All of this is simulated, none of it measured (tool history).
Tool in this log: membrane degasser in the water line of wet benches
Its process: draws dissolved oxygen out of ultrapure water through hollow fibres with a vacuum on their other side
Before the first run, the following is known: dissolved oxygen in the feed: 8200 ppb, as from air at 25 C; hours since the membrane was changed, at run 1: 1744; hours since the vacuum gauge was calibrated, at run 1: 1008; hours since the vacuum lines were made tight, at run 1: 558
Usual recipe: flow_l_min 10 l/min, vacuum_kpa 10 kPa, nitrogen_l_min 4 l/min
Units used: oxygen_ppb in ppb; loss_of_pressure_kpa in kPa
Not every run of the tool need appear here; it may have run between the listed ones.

run	hour	flow_l_min	vacuum_kpa	nitrogen_l_min	hours since the membrane was changed	hours since the vacuum gauge was calibrated	hours since the vacuum lines were made tight	oxygen_ppb	loss_of_pressure_kpa
1	0	10	10	4	1744	1008	558	161.1	58.41
2	29.6	10	10	4	1773	1038	588	163.3	58.54
3	63.5	11	10	4	1807	1072	622	193	64.19
4	90.9	11	10	4	1835	1099	649	190.4	64.02
5	114.8	11	10	4	1859	1123	673	193.8	64.77
6	157	10	10	4	1901	1165	715	161.6	58.6
7	197	10	10	4	1941	1205	755	163.9	58.38
8	238.4	9	10	4	1982	1247	797	133.6	53
9	282.7	10	10	4.75	2027	1291	841	155.8	58.67
10	321.5	10	10	4	2065	1330	880	162.7	58.58
11	347.6	10	10	4	2091	1356	906	160.6	58.43
12	376.2	10	10	4	2120	1385	934	166	58.22
13	421.4	9	10	4	2165	1430	980	133.8	52.59
14	465.1	9	10	4	2209	1473	1023	131.6	52.83
15	500.3	9	10	4	2244	1509	1058	133.8	52.55
16	539.9	11	15.1	4.29	2284	1548	1098	225.4	64.63
17	564	11	15.1	4.29	2308	1572	1122	225.6	64.59
18	583.1	11	15.1	4.29	2327	1591	1141	226.8	64.84
19	620.5	12	8	8.13	2364	1629	1179	198.3	70.29
20	663.3	12	8	8.13	2407	1672	1222	197.8	70.04
21	693.2	12	8	8.13	2437	1701	1251	197.5	70.67
22	739.3	12	8	8.13	2483	1748	1297	198.9	70.39
23	759.5	7	19.1	3.35	2503	1768	1318	134.8	40.92
24	792.8	10	10	1.75	2537	1801	1351	219.2	58.54
25	836.7	10	9.6	11.1	2581	1845	1395	137.7	58.81
26	877.3	8	20.6	4.12	2621	1886	1435	161.2	47.06

Same runs, no hidden state in the tool, same run-to-run variation:
Hidden state present: membrane still open, %; true pressure behind the membrane over the reading, kPa; air that leaks in behind the membrane, l/min; drift of the gauge itself on oxygen_ppb, %; drift of the gauge itself on loss_of_pressure_kpa, %.
run	oxygen_ppb	loss_of_pressure_kpa
1	154.1	57.69
2	156.1	57.81
3	184.6	63.38
4	181.9	63.2
5	185.1	63.94
6	153.9	57.83
7	155.9	57.6
8	126.6	52.27
9	147.7	57.85
10	154.2	57.74
11	152.1	57.58
12	157.1	57.37
13	126.1	51.8
14	123.9	52.03
15	125.8	51.73
16	214.1	63.61
17	214.2	63.56
18	215.2	63.8
19	186.3	69.15
20	185.6	68.87
21	185.2	69.48
22	186.3	69.19
23	127.6	40.21
24	206.2	57.52
25	128	57.76
26	152.2	46.21
